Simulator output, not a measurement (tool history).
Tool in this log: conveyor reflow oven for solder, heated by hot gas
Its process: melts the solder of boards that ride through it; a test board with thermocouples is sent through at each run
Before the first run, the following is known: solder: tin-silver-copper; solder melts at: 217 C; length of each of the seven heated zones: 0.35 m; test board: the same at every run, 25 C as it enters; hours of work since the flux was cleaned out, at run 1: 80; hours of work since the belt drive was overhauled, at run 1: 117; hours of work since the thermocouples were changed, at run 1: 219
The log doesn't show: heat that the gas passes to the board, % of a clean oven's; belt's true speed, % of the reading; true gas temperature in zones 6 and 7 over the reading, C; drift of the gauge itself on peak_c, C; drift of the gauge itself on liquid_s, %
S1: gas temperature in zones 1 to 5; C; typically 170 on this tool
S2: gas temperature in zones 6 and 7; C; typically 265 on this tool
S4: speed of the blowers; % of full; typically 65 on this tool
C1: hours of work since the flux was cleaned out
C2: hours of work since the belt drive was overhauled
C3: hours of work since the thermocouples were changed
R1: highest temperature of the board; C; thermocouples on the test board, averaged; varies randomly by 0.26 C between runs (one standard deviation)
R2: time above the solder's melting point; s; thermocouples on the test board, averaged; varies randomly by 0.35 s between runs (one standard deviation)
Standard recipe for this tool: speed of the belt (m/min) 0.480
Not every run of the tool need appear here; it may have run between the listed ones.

Run 1, hour 0.0: usual settings; C1 80; C2 117; C3 219. Result: R1 250.1 C, R2 61.8 s.
Run 2, hour 17.0: usual settings; C1 89; C2 126; C3 227. Result: R1 249.5 C, R2 62.4 s.
Run 3, hour 26.6: usual settings but S4 66 % of full; C1 93; C2 130; C3 232. Result: R1 249.8 C, R2 61.8 s.
Run 4, hour 35.1: usual settings but S2 258 C, S4 66 % of full; C1 97; C2 135; C3 236. Result: R1 243.5 C, R2 56.0 s.
Run 5, hour 51.3: usual settings but S2 267 C; C1 105; C2 142; C3 244. Result: R1 251.3 C, R2 63.1 s.
Run 6, hour 66.1: usual settings; C1 113; C2 150; C3 251. Result: R1 249.8 C, R2 62.0 s.
Run 7, hour 80.3: usual settings; C1 120; C2 157; C3 258. Result: R1 249.7 C, R2 61.3 s.
Run 8, hour 96.3: usual settings but S4 64 % of full; C1 127; C2 164; C3 266. Result: R1 249.1 C, R2 60.6 s.
Run 9, hour 106.0: usual settings but S4 71 % of full; C1 132; C2 169; C3 270. Result: R1 250.6 C, R2 63.2 s.
Run 10, hour 118.4: usual settings but S4 71 % of full; C1 138; C2 175; C3 276. Result: R1 251.1 C, R2 62.8 s.
Run 11, hour 127.2: usual settings but S4 71 % of full; C1 142; C2 180; C3 281. Result: R1 250.4 C, R2 63.4 s.
Run 12, hour 137.0: usual settings but speed of the belt (m/min) 0.482; C1 147; C2 184; C3 285. Result: R1 249.4 C, R2 61.7 s.
Run 13, hour 152.9: usual settings but speed of the belt (m/min) 0.482; C1 155; C2 192; C3 293. Result: R1 248.8 C, R2 61.9 s.
Run 14, hour 167.6: usual settings but speed of the belt (m/min) 0.482; C1 162; C2 199; C3 300. Result: R1 249.8 C, R2 61.9 s.
Run 15, hour 178.7: usual settings; C1 168; C2 205; C3 306. Result: R1 249.4 C, R2 61.5 s.
Run 16, hour 185.7: usual settings but S2 273 C, speed of the belt (m/min) 0.528, S4 82 % of full; C1 171; C2 208; C3 309. Result: R1 256.3 C, R2 61.0 s.
Run 17, hour 198.3: usual settings but S2 273 C, speed of the belt (m/min) 0.528, S4 82 % of full; C1 177; C2 214; C3 315. Result: R1 256.1 C, R2 61.5 s.
Run 18, hour 206.5: usual settings but S2 273 C, speed of the belt (m/min) 0.528, S4 82 % of full; C1 181; C2 218; C3 319. Result: R1 256.1 C, R2 61.1 s.
Run 19, hour 222.9: usual settings but S1 161 C, S2 256 C, S4 86 % of full; C1 189; C2 226; C3 327. Result: R1 244.1 C, R2 53.8 s.
Run 20, hour 232.5: usual settings but S1 161 C, S2 256 C, S4 86 % of full; C1 194; C2 231; C3 332. Result: R1 243.5 C, R2 54.5 s.
Run 21, hour 246.5: usual settings but S1 161 C, S2 256 C, S4 86 % of full; C1 201; C2 238; C3 339. Result: R1 243.2 C, R2 53.6 s.
Run 22, hour 262.9: usual settings but S1 161 C, S2 256 C, S4 86 % of full; C1 209; C2 246; C3 347. Result: R1 243.6 C, R2 53.9 s.

Hidden state or all else? Some run-to-run changes of R1, split into what the settings, what came in and random variation would give without the hidden state, and what is left for the hidden state (with any gauge scatter that isn't in both results):
Run 4 -> 5: S2 258 -> 267, S4 66 -> 65. R1 +7.8 C: hidden state -0.1, all else +7.9.
Run 15 -> 16: S2 265 -> 273, speed of the belt (m/min) 0.480 -> 0.528, S4 65 -> 82. R1 +6.9 C: hidden state -0.2, all else +7.1.
Run 18 -> 19: S1 170 -> 161, S2 273 -> 256, speed of the belt (m/min) 0.528 -> 0.480, S4 82 -> 86. R1 -12.0 C: hidden state +0.3, all else -12.3.

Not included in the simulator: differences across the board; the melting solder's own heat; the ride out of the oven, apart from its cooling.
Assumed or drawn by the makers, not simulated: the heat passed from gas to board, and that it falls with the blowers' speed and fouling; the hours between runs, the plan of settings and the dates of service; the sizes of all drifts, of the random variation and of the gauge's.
